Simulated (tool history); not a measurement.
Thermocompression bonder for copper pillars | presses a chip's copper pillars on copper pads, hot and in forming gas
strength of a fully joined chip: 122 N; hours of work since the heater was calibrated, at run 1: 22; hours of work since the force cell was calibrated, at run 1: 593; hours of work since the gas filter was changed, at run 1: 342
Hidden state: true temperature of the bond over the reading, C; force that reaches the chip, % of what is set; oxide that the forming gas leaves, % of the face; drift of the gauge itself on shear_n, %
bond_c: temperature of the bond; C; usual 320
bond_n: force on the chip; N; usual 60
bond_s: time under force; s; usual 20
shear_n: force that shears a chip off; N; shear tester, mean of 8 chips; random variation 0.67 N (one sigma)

| run | hour | bond_c | bond_n | bond_s | hours of work since the heater was calibrated | hours of work since the force cell was calibrated | hours of work since the gas filter was changed | shear_n |
|---|---|---|---|---|---|---|---|---|
| 1 | 0.0 | 320 | 60 | 20 | 22 | 593 | 342 | 41.2 |
| 2 | 37.2 | 320 | 60 | 20 | 39 | 610 | 359 | 40.8 |
| 3 | 70.0 | 320 | 60 | 20 | 54 | 625 | 374 | 40.7 |
| 4 | 120.5 | 320 | 60 | 20 | 77 | 648 | 397 | 40.8 |
| 5 | 143.9 | 320 | 60 | 20 | 88 | 659 | 408 | 40.5 |
| 6 | 188.3 | 320 | 60 | 20 | 108 | 679 | 428 | 39.5 |
|  | 195.3 | forming gas filter changed |
| 7 | 235.1 | 320 | 60 | 20 | 130 | 700 | 18 | 45.0 |
| 8 | 267.0 | 320 | 60 | 20 | 144 | 715 | 33 | 43.8 |
| 9 | 297.9 | 320 | 60 | 20 | 158 | 729 | 47 | 43.6 |
| 10 | 325.7 | 320 | 60 | 20 | 171 | 742 | 60 | 42.6 |
| 11 | 358.8 | 320 | 60 | 20 | 186 | 757 | 75 | 43.6 |
| 12 | 396.7 | 295 | 60 | 20 | 204 | 774 | 92 | 29.7 |
| 13 | 429.4 | 295 | 60 | 20 | 219 | 789 | 107 | 30.5 |
| 14 | 451.3 | 295 | 60 | 20 | 229 | 799 | 117 | 28.4 |
| 15 | 501.5 | 320 | 75 | 20 | 252 | 822 | 140 | 52.9 |
| 16 | 531.2 | 320 | 60 | 24 | 265 | 836 | 154 | 43.6 |
| 17 | 570.7 | 320 | 60 | 24 | 283 | 854 | 172 | 43.6 |
| 18 | 607.5 | 320 | 60 | 20 | 300 | 871 | 189 | 41.3 |
| 19 | 635.5 | 320 | 65 | 20 | 313 | 884 | 202 | 44.3 |
| 20 | 671.7 | 320 | 65 | 12 | 330 | 900 | 218 | 36.7 |
| 21 | 698.8 | 349 | 60 | 10 | 342 | 913 | 231 | 43.7 |
| 22 | 741.2 | 349 | 49 | 38 | 362 | 932 | 250 | 55.8 |
| 23 | 769.2 | 338 | 49 | 38 | 374 | 945 | 263 | 49.1 |
| 24 | 810.7 | 339 | 60 | 20 | 393 | 964 | 282 | 48.4 |
| 25 | 855.2 | 344 | 77 | 12 | 414 | 984 | 302 | 55.2 |
| 26 | 884.7 | 342 | 77 | 53 | 427 | 998 | 316 | 84.5 |
| 27 | 908.1 | 342 | 77 | 53 | 438 | 1008 | 327 | 81.9 |
| 28 | 939.7 | 333 | 77 | 44 | 452 | 1023 | 341 | 73.2 |
| 29 | 986.2 | 341 | 71 | 20 | 474 | 1044 | 362 | 55.7 |
| 30 | 1034.8 | 341 | 71 | 20 | 496 | 1067 | 385 | 55.3 |
| 31 | 1056.0 | 343 | 49 | 20 | 506 | 1076 | 394 | 38.2 |
| 32 | 1096.6 | 322 | 49 | 19 | 524 | 1095 | 413 | 28.6 |
| 33 | 1132.3 | 320 | 80 | 24 | 541 | 1111 | 429 | 54.4 |
|  | 1136.1 | forming gas filter changed |
| 34 | 1175.6 | 320 | 80 | 24 | 560 | 1131 | 18 | 57.8 |
| 35 | 1200.7 | 320 | 80 | 24 | 572 | 1142 | 30 | 58.9 |
| 36 | 1238.0 | 320 | 80 | 24 | 589 | 1159 | 47 | 58.9 |
| 37 | 1277.3 | 320 | 65 | 28 | 607 | 1177 | 65 | 48.4 |
|  | 1297.8 | heater calibrated with a thermocouple chip |
| 38 | 1326.6 | 310 | 48 | 34 | 13 | 1199 | 86 | 37.2 |
| 39 | 1366.0 | 310 | 48 | 34 | 31 | 1217 | 104 | 36.8 |
| 40 | 1391.9 | 320 | 36 | 17 | 43 | 1229 | 116 | 21.9 |

Hidden state or all else? Some run-to-run changes of shear_n, split into what the settings, what came in and random variation would give without the hidden state, and what is left for the hidden state (with any gauge scatter that isn't in both results):
Run 14 -> 15: bond_c 295 -> 320, bond_n 60 -> 75. shear_n +24.5 N: hidden state -2.6, all else +27.1.
Run 25 -> 26: bond_c 344 -> 342, bond_s 12 -> 53. shear_n +29.3 N: hidden state -2.4, all else +31.7.
Run 32 -> 33: bond_c 322 -> 320, bond_n 49 -> 80, bond_s 19 -> 24. shear_n +25.8 N: hidden state -6.5, all else +32.3.
Run 33 -> 34: forming gas filter changed. shear_n +3.4 N: hidden state +6.1, all else -2.7.
Run 37 -> 38: bond_c 320 -> 310, bond_n 65 -> 48, bond_s 28 -> 34, heater calibrated with a thermocouple chip. shear_n -11.2 N: hidden state +8.2, all else -19.4.
